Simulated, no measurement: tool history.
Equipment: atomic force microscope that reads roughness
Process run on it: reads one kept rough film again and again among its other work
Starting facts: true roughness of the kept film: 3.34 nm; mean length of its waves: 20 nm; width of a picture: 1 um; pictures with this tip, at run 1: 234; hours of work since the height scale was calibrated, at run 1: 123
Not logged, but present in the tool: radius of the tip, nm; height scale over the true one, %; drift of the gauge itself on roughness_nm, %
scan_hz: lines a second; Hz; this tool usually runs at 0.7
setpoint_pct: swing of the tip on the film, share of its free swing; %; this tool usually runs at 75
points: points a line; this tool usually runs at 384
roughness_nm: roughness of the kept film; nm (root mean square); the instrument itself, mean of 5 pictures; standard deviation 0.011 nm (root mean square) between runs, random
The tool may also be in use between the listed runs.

| run | hour | scan_hz | setpoint_pct | points | pictures with this tip | hours of work since the height scale was calibrated | roughness_nm |
|---|---|---|---|---|---|---|---|
| 1 | 0 | 0.7 | 75 | 384 | 234 | 123 | 2.584 |
| 2 | 13.3 | 0.7 | 75 | 384 | 252 | 130 | 2.565 |
| 3 | 24 | 0.7 | 75 | 384 | 266 | 136 | 2.578 |
| 4 | 36.7 | 0.7 | 75 | 384 | 283 | 143 | 2.563 |
| 5 | 43.5 | 0.7 | 75 | 384 | 292 | 146 | 2.572 |
| 6 | 51.8 | 0.7 | 75 | 384 | 303 | 151 | 2.599 |
| 7 | 63.3 | 0.7 | 75 | 384 | 318 | 157 | 2.562 |
| 8 | 77.5 | 0.7 | 75 | 384 | 337 | 165 | 2.581 |
| 9 | 88 | 0.7 | 75 | 384 | 351 | 171 | 2.577 |
| 10 | 94.1 | 0.7 | 75 | 384 | 359 | 174 | 2.562 |
| 11 | 108.6 | 2.151 | 75 | 384 | 378 | 182 | 2.413 |
|  | 119.6 | new tip fitted |
| 12 | 121.4 | 2.151 | 75 | 384 | 3 | 189 | 2.425 |
| 13 | 135.4 | 2.151 | 75 | 384 | 21 | 196 | 2.459 |
| 14 | 145.9 | 2.151 | 75 | 384 | 35 | 202 | 2.436 |
| 15 | 157.1 | 2.151 | 75 | 762 | 50 | 208 | 2.462 |
| 16 | 164.2 | 2.151 | 75 | 762 | 60 | 212 | 2.468 |
| 17 | 174.4 | 0.7 | 75 | 384 | 73 | 218 | 2.584 |
| 18 | 184.5 | 0.7 | 75 | 889 | 87 | 223 | 2.606 |
| 19 | 193.1 | 0.7 | 75 | 889 | 98 | 228 | 2.633 |
| 20 | 201.3 | 0.7 | 75 | 889 | 109 | 232 | 2.611 |
| 21 | 213.2 | 0.7 | 56 | 384 | 125 | 239 | 2.627 |
| 22 | 221.8 | 0.7 | 56 | 384 | 136 | 244 | 2.637 |
| 23 | 228.6 | 0.7 | 75 | 384 | 145 | 247 | 2.59 |
| 24 | 238.7 | 0.7 | 75 | 384 | 159 | 253 | 2.603 |
| 25 | 249.6 | 0.7 | 75 | 384 | 173 | 259 | 2.565 |
| 26 | 257.6 | 0.7 | 75 | 384 | 184 | 263 | 2.569 |
| 27 | 271.2 | 1.764 | 61 | 339 | 202 | 271 | 2.561 |
| 28 | 283.2 | 1.517 | 66 | 384 | 218 | 277 | 2.542 |
| 29 | 296.7 | 1.268 | 75 | 384 | 236 | 284 | 2.485 |
| 30 | 310.1 | 0.923 | 72 | 384 | 254 | 292 | 2.568 |
| 31 | 316.9 | 0.887 | 55 | 608 | 263 | 296 | 2.653 |
| 32 | 328.5 | 1.461 | 56 | 1000 | 278 | 302 | 2.63 |
| 33 | 341.1 | 1.031 | 70 | 333 | 295 | 309 | 2.545 |
| 34 | 350.9 | 0.7 | 89 | 384 | 308 | 314 | 2.487 |
| 35 | 360.6 | 0.732 | 60 | 515 | 321 | 319 | 2.656 |
| 36 | 371.6 | 0.915 | 75 | 603 | 335 | 325 | 2.59 |
| 37 | 379.6 | 0.915 | 75 | 603 | 346 | 330 | 2.582 |
| 38 | 388.9 | 0.544 | 57 | 274 | 358 | 335 | 2.607 |
| 39 | 398.7 | 3.12 | 57 | 366 | 371 | 340 | 2.516 |
| 40 | 411.1 | 0.797 | 75 | 384 | 388 | 347 | 2.557 |
|  | 414.6 | new tip fitted |
| 41 | 423.3 | 0.7 | 75 | 657 | 11 | 353 | 2.594 |
| 42 | 432.1 | 0.805 | 63 | 717 | 23 | 358 | 2.657 |
| 43 | 439.9 | 0.947 | 63 | 681 | 33 | 362 | 2.64 |
| 44 | 452.7 | 1.441 | 66 | 956 | 50 | 369 | 2.61 |
| 45 | 459.5 | 1.441 | 66 | 396 | 59 | 373 | 2.565 |
| 46 | 468.2 | 2.486 | 61 | 384 | 71 | 378 | 2.531 |
| 47 | 482.4 | 3.578 | 59 | 471 | 90 | 386 | 2.533 |
| 48 | 490.5 | 0.7 | 63 | 330 | 100 | 390 | 2.618 |
| 49 | 503.7 | 3.814 | 63 | 266 | 118 | 397 | 2.4 |
| 50 | 515.5 | 3.814 | 63 | 266 | 134 | 404 | 2.411 |
| 51 | 529.8 | 1.424 | 72 | 751 | 153 | 412 | 2.559 |

Here are 3 independent what-if runs from the current tool condition. What would each one return?
| A | 541.1 | 0.738 | 72 | 751 | 168 | 418 | ? |
| B | 541.1 | 0.534 | 69 | 384 | 168 | 418 | ? |
| C | 541.1 | 2.917 | 57 | 799 | 168 | 418 | ? |

| run | roughness_nm |
|---|---|
| A | 2.616 |
| B | 2.609 |
| C | 2.6 |
Without the tool's unlogged condition, the same runs would have read:
| run | roughness_nm |
|---|---|
| A | 2.622 |
| B | 2.614 |
| C | 2.606 |

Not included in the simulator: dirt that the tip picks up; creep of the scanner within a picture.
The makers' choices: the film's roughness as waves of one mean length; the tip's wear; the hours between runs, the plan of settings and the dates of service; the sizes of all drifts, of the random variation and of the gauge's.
